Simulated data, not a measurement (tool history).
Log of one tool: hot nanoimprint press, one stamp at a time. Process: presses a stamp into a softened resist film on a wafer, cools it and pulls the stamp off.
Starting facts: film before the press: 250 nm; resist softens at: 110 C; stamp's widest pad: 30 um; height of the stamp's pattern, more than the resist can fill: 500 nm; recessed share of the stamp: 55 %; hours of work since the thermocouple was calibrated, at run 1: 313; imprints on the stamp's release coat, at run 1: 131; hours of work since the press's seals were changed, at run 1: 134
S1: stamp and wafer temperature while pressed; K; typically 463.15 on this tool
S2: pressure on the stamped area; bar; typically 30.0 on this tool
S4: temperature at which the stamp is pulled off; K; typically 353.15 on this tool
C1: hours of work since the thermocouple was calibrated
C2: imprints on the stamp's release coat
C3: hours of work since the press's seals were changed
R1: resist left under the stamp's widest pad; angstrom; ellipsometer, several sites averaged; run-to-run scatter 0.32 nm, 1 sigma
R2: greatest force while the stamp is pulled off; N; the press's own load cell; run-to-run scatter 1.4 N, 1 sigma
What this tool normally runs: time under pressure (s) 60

{"run": 1, "day": 0.0, "S1": 463.15, "S2": 30.0, "time under pressure (s)": 60, "S4": 353.15, "C1": 313, "C2": 131, "C3": 134, "R1": 1317, "R2": 110}
{"day": 1.942, "done": "plate thermocouple calibrated"}
{"run": 2, "day": 3.854, "S1": 471.15, "S2": 30.0, "time under pressure (s)": 60, "S4": 353.15, "C1": 35, "C2": 468, "C3": 203, "R1": 1083, "R2": 112}
{"run": 3, "day": 6.058, "S1": 463.15, "S2": 20.9, "time under pressure (s)": 60, "S4": 353.15, "C1": 76, "C2": 667, "C3": 244, "R1": 1512, "R2": 117}
{"day": 6.75, "done": "stamp cleaned and given a new release coat"}
{"run": 4, "day": 9.238, "S1": 463.15, "S2": 20.9, "time under pressure (s)": 60, "S4": 353.15, "C1": 130, "C2": 225, "C3": 298, "R1": 1508, "R2": 109}
{"day": 10.946, "done": "plate thermocouple calibrated, once more"}
{"run": 5, "day": 12.117, "S1": 463.15, "S2": 20.9, "time under pressure (s)": 60, "S4": 353.15, "C1": 22, "C2": 474, "C3": 348, "R1": 1587, "R2": 121}
{"day": 14.925, "done": "stamp cleaned and given a new release coat"}
{"run": 6, "day": 16.329, "S1": 456.15, "S2": 30.0, "time under pressure (s)": 60, "S4": 353.15, "C1": 95, "C2": 127, "C3": 422, "R1": 1608, "R2": 111}
{"run": 7, "day": 19.788, "S1": 451.15, "S2": 30.0, "time under pressure (s)": 60, "S4": 353.15, "C1": 158, "C2": 440, "C3": 485, "R1": 1786, "R2": 116}
{"run": 8, "day": 22.392, "S1": 451.15, "S2": 30.0, "time under pressure (s)": 60, "S4": 353.15, "C1": 207, "C2": 676, "C3": 533, "R1": 1775, "R2": 122}
{"day": 23.271, "done": "stamp cleaned and given a new release coat"}
{"run": 9, "day": 24.396, "S1": 451.15, "S2": 30.0, "time under pressure (s)": 60, "S4": 338.15, "C1": 239, "C2": 102, "C3": 566, "R1": 1785, "R2": 146}
{"day": 27.367, "done": "press's hydraulic seals changed and the load cell set to zero"}
{"run": 10, "day": 28.562, "S1": 451.15, "S2": 30.0, "time under pressure (s)": 60, "S4": 338.15, "C1": 310, "C2": 448, "C3": 22, "R1": 1745, "R2": 155}
{"day": 30.925, "done": "plate thermocouple calibrated"}
{"day": 31.946, "done": "stamp cleaned and given a new release coat"}
{"run": 11, "day": 33.021, "S1": 463.15, "S2": 30.0, "time under pressure (s)": 60, "S4": 353.15, "C1": 34, "C2": 98, "C3": 97, "R1": 1356, "R2": 114}
{"run": 12, "day": 36.888, "S1": 463.15, "S2": 30.0, "time under pressure (s)": 60, "S4": 353.15, "C1": 105, "C2": 447, "C3": 169, "R1": 1353, "R2": 117}
{"day": 39.992, "done": "stamp cleaned and given a new release coat"}
{"run": 13, "day": 40.892, "S1": 463.15, "S2": 30.0, "time under pressure (s)": 60, "S4": 353.15, "C1": 175, "C2": 82, "C3": 238, "R1": 1345, "R2": 111}
{"run": 14, "day": 43.521, "S1": 463.15, "S2": 30.0, "time under pressure (s)": 60, "S4": 353.15, "C1": 223, "C2": 320, "C3": 286, "R1": 1340, "R2": 113}
{"run": 15, "day": 47.6, "S1": 465.15, "S2": 30.0, "time under pressure (s)": 107, "S4": 360.15, "C1": 298, "C2": 689, "C3": 362, "R1": 1035, "R2": 101}
{"day": 48.208, "done": "stamp cleaned and given a new release coat"}
{"day": 50.792, "done": "plate thermocouple calibrated"}
{"run": 16, "day": 50.792, "S1": 462.15, "S2": 25.9, "time under pressure (s)": 101, "S4": 348.15, "C1": 0, "C2": 222, "C3": 414, "R1": 1279, "R2": 132}
{"run": 17, "day": 53.212, "S1": 462.15, "S2": 35.7, "time under pressure (s)": 60, "S4": 347.15, "C1": 45, "C2": 441, "C3": 458, "R1": 1312, "R2": 135}
{"day": 56.475, "done": "stamp cleaned and given a new release coat"}
{"run": 18, "day": 56.783, "S1": 463.15, "S2": 35.0, "time under pressure (s)": 108, "S4": 343.15, "C1": 106, "C2": 28, "C3": 520, "R1": 1050, "R2": 140}
{"run": 19, "day": 59.712, "S1": 463.15, "S2": 35.0, "time under pressure (s)": 108, "S4": 343.15, "C1": 160, "C2": 293, "C3": 574, "R1": 1047, "R2": 142}
{"day": 62.475, "done": "press's hydraulic seals changed and the load cell set to zero"}
{"run": 20, "day": 62.808, "S1": 463.15, "S2": 35.0, "time under pressure (s)": 108, "S4": 352.15, "C1": 211, "C2": 542, "C3": 6, "R1": 1015, "R2": 120}
{"day": 64.908, "done": "stamp cleaned and given a new release coat"}
{"run": 21, "day": 65.2, "S1": 463.15, "S2": 34.4, "time under pressure (s)": 60, "S4": 359.15, "C1": 250, "C2": 26, "C3": 46, "R1": 1263, "R2": 95}
{"run": 22, "day": 67.267, "S1": 463.15, "S2": 30.0, "time under pressure (s)": 76, "S4": 358.15, "C1": 288, "C2": 213, "C3": 84, "R1": 1231, "R2": 99}
{"run": 23, "day": 69.567, "S1": 467.15, "S2": 30.0, "time under pressure (s)": 47, "S4": 358.15, "C1": 331, "C2": 421, "C3": 126, "R1": 1321, "R2": 103}
{"day": 70.529, "done": "plate thermocouple calibrated"}
{"run": 24, "day": 72.783, "S1": 469.15, "S2": 30.0, "time under pressure (s)": 60, "S4": 347.15, "C1": 42, "C2": 701, "C3": 183, "R1": 1180, "R2": 143}
{"day": 73.308, "done": "stamp cleaned and given a new release coat"}
{"run": 25, "day": 76.042, "S1": 469.15, "S2": 30.0, "time under pressure (s)": 60, "S4": 347.15, "C1": 97, "C2": 247, "C3": 239, "R1": 1177, "R2": 128}
{"run": 26, "day": 79.967, "S1": 455.15, "S2": 22.6, "time under pressure (s)": 60, "S4": 345.15, "C1": 169, "C2": 602, "C3": 311, "R1": 1791, "R2": 140}
{"day": 81.554, "done": "stamp cleaned and given a new release coat"}
{"run": 27, "day": 82.179, "S1": 455.15, "S2": 22.6, "time under pressure (s)": 60, "S4": 345.15, "C1": 206, "C2": 56, "C3": 347, "R1": 1788, "R2": 130}
{"run": 28, "day": 84.171, "S1": 471.15, "S2": 30.0, "time under pressure (s)": 69, "S4": 356.15, "C1": 242, "C2": 236, "C3": 384, "R1": 1060, "R2": 106}

Alternative continuations, all from the tool just after run 28; predict every row:
{"run": "A", "day": 86.567, "S1": 471.15, "S2": 27.5, "time under pressure (s)": 93, "S4": 354.15, "C1": 287, "C2": 453, "C3": 428, "R1": "?", "R2": "?"}
{"run": "B", "day": 86.567, "S1": 471.15, "S2": 31.2, "time under pressure (s)": 69, "S4": 356.15, "C1": 287, "C2": 453, "C3": 428, "R1": "?", "R2": "?"}
{"run": "C", "day": 86.567, "S1": 463.15, "S2": 30.0, "time under pressure (s)": 56, "S4": 357.15, "C1": 287, "C2": 453, "C3": 428, "R1": "?", "R2": "?"}
{"run": "D", "day": 86.567, "S1": 471.15, "S2": 30.0, "time under pressure (s)": 109, "S4": 356.15, "C1": 287, "C2": 453, "C3": 428, "R1": "?", "R2": "?"}
{"run": "E", "day": 86.567, "S1": 463.15, "S2": 20.2, "time under pressure (s)": 105, "S4": 353.15, "C1": 287, "C2": 453, "C3": 428, "R1": "?", "R2": "?"}

run=A R1=995 R2=114
run=B R1=1039 R2=107
run=C R1=1381 R2=105
run=D R1=895 R2=108
run=E R1=1335 R2=117
The same runs, with their run-to-run variation unchanged, on a tool lacking any hidden condition would have given:
run=A R1=998 R2=108
run=B R1=1040 R2=102
run=C R1=1386 R2=100
run=D R1=897 R2=102
run=E R1=1347 R2=112
